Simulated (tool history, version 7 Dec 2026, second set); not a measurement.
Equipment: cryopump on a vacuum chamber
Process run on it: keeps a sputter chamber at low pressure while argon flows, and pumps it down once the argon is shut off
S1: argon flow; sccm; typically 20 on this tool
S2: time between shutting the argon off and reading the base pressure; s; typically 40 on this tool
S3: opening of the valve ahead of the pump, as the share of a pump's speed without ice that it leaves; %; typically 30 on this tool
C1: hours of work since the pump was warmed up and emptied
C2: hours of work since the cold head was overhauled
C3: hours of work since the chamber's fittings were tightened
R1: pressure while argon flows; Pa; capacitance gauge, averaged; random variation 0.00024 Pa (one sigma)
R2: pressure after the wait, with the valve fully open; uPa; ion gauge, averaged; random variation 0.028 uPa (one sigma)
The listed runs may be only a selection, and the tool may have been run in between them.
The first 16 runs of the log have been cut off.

run 17 hour=235.6 | S1=20 S2=40 S3=30 | C1=403 C2=860 C3=591 | R1=0.0493 R2=1.51
run 18 hour=255.1 | S1=20 S2=40 S3=17 | C1=419 C2=876 C3=607 | R1=0.0854 R2=1.6
run 19 hour=272.9 | S1=35 S2=225 S3=25 | C1=433 C2=890 C3=622 | R1=0.1035 R2=0.62
-- hour=294.9 pump warmed up, emptied and cooled again
run 20 hour=296.6 | S1=20 S2=291 S3=40 | C1=1 C2=906 C3=637 | R1=0.035 R2=0.5
run 21 hour=305.4 | S1=17 S2=285 S3=42 | C1=9 C2=913 C3=644 | R1=0.0284 R2=0.49
run 22 hour=324.7 | S1=17 S2=285 S3=42 | C1=24 C2=929 C3=660 | R1=0.0284 R2=0.55
run 23 hour=341.4 | S1=10 S2=40 S3=30 | C1=38 C2=942 C3=674 | R1=0.0237 R2=1.52
run 24 hour=355.2 | S1=14 S2=142 S3=30 | C1=49 C2=953 C3=685 | R1=0.033 R2=0.72
run 25 hour=371.6 | S1=20 S2=21 S3=30 | C1=63 C2=967 C3=698 | R1=0.0469 R2=2.66
run 26 hour=386.3 | S1=20 S2=105 S3=16 | C1=75 C2=979 C3=710 | R1=0.0882 R2=0.83
run 27 hour=397.5 | S1=11 S2=63 S3=24 | C1=84 C2=988 C3=720 | R1=0.0326 R2=1.13
run 28 hour=412.9 | S1=16 S2=63 S3=44 | C1=97 C2=1001 C3=732 | R1=0.026 R2=1.14
run 29 hour=429.9 | S1=13 S2=63 S3=23 | C1=111 C2=1015 C3=746 | R1=0.0403 R2=1.15
run 30 hour=439 | S1=33 S2=118 S3=40 | C1=118 C2=1022 C3=754 | R1=0.0592 R2=0.84
run 31 hour=457.5 | S1=12 S2=50 S3=30 | C1=133 C2=1037 C3=769 | R1=0.0284 R2=1.35
run 32 hour=470.7 | S1=12 S2=50 S3=30 | C1=144 C2=1048 C3=780 | R1=0.0287 R2=1.38
run 33 hour=487 | S1=10 S2=40 S3=30 | C1=157 C2=1061 C3=793 | R1=0.0239 R2=1.64

Here are 5 independent what-if runs from the current tool condition. What would each one return?
run A hour=497.7 | S1=13 S2=114 S3=19 | C1=166 C2=1070 C3=802 | R1=? R2=?
run B hour=497.7 | S1=20 S2=40 S3=29 | C1=166 C2=1070 C3=802 | R1=? R2=?
run C hour=497.7 | S1=8 S2=40 S3=59 | C1=166 C2=1070 C3=802 | R1=? R2=?
run D hour=497.7 | S1=14 S2=40 S3=30 | C1=166 C2=1070 C3=802 | R1=? R2=?
run E hour=497.7 | S1=19 S2=40 S3=25 | C1=166 C2=1070 C3=802 | R1=? R2=?

run=A R1=0.0487 R2=0.82
run=B R1=0.0497 R2=1.64
run=C R1=0.0104 R2=1.62
run=D R1=0.0333 R2=1.6
run=E R1=0.0545 R2=1.54
Without the tool's hidden state the same runs would have given:
run=A R1=0.0479 R2=0.52
run=B R1=0.0484 R2=1.33
run=C R1=0.0099 R2=1.31
run=D R1=0.0324 R2=1.29
run=E R1=0.0533 R2=1.25

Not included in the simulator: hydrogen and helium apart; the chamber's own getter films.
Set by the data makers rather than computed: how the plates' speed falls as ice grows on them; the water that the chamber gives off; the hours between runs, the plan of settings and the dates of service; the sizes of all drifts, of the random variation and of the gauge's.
